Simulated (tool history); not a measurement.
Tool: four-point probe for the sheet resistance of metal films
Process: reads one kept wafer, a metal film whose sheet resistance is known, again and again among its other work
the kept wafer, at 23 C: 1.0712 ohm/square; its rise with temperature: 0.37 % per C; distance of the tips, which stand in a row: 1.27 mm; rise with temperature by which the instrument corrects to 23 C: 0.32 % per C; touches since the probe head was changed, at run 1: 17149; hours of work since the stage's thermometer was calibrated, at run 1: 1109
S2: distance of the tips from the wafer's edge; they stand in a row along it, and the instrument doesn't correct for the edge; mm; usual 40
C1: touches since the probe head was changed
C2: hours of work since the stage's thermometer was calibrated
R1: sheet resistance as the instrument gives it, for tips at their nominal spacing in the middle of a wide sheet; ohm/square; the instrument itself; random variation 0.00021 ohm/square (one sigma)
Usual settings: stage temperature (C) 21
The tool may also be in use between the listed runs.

Run 1, hour 0.0: usual settings; C1 17149; C2 1109. Result: R1 1.077410 ohm/square.
Run 2, hour 12.8: usual settings; C1 17416; C2 1115. Result: R1 1.077611 ohm/square.
Run 3, hour 23.6: usual settings but stage temperature (C) 22; C1 17639; C2 1120. Result: R1 1.077976 ohm/square.
Run 4, hour 47.5: usual settings but stage temperature (C) 22; C1 18136; C2 1132. Result: R1 1.077743 ohm/square.
Run 5, hour 60.3: usual settings but stage temperature (C) 22; C1 18402; C2 1138. Result: R1 1.077362 ohm/square.
Run 6, hour 74.9: usual settings but stage temperature (C) 22; C1 18705; C2 1146. Result: R1 1.078426 ohm/square.
Run 7, hour 98.6: usual settings but S2 4 mm; C1 19198; C2 1157. Result: R1 1.132296 ohm/square.
Run 8, hour 124.6: usual settings; C1 19738; C2 1170. Result: R1 1.077844 ohm/square.
Run 9, hour 143.9: usual settings but S2 31 mm; C1 20140; C2 1180. Result: R1 1.078106 ohm/square.
Run 10, hour 169.3: usual settings but S2 31 mm; C1 20666; C2 1192. Result: R1 1.078119 ohm/square.
Run 11, hour 193.0: usual settings but S2 31 mm; C1 21158; C2 1204. Result: R1 1.078137 ohm/square.
Run 12, hour 208.5: usual settings but S2 31 mm; C1 21481; C2 1212. Result: R1 1.078591 ohm/square.
Run 13, hour 233.0: usual settings but S2 31 mm; C1 21991; C2 1224. Result: R1 1.078658 ohm/square.
Run 14, hour 255.0: usual settings but stage temperature (C) 34, S2 23 mm; C1 22446; C2 1235. Result: R1 1.085551 ohm/square.
Run 15, hour 270.4: usual settings but stage temperature (C) 19, S2 29 mm; C1 22768; C2 1243. Result: R1 1.077744 ohm/square.
Run 16, hour 296.4: usual settings but stage temperature (C) 32, S2 10 mm; C1 23308; C2 1255. Result: R1 1.092644 ohm/square.
Run 17, hour 315.2: usual settings but stage temperature (C) 29; C1 23698; C2 1265. Result: R1 1.082424 ohm/square.
Run 18, hour 337.3: usual settings but stage temperature (C) 23, S2 6 mm; C1 24157; C2 1276. Result: R1 1.104150 ohm/square.
Run 19, hour 359.3: usual settings but stage temperature (C) 19, S2 10 mm; C1 24615; C2 1287. Result: R1 1.086107 ohm/square.
Run 20, hour 372.9: usual settings but stage temperature (C) 31, S2 49 mm; C1 24896; C2 1293. Result: R1 1.083047 ohm/square.
Run 21, hour 390.6: usual settings but stage temperature (C) 22, S2 28 mm; C1 25264; C2 1302. Result: R1 1.079732 ohm/square.
Run 22, hour 406.2: usual settings but S2 47 mm; C1 25589; C2 1310. Result: R1 1.078712 ohm/square.
Run 23, hour 422.0: usual settings but S2 73 mm; C1 25916; C2 1318. Result: R1 1.078218 ohm/square.

Run 24 comes next. What will it give?
Run 24, hour 438.1: usual settings but S2 73 mm; C1 26252; C2 1326. Result: R1 ?.

{"run 24": {"R1": 1.078231}}
Without the tool's hidden state the same run would have given R1 1.070400 ohm/square.
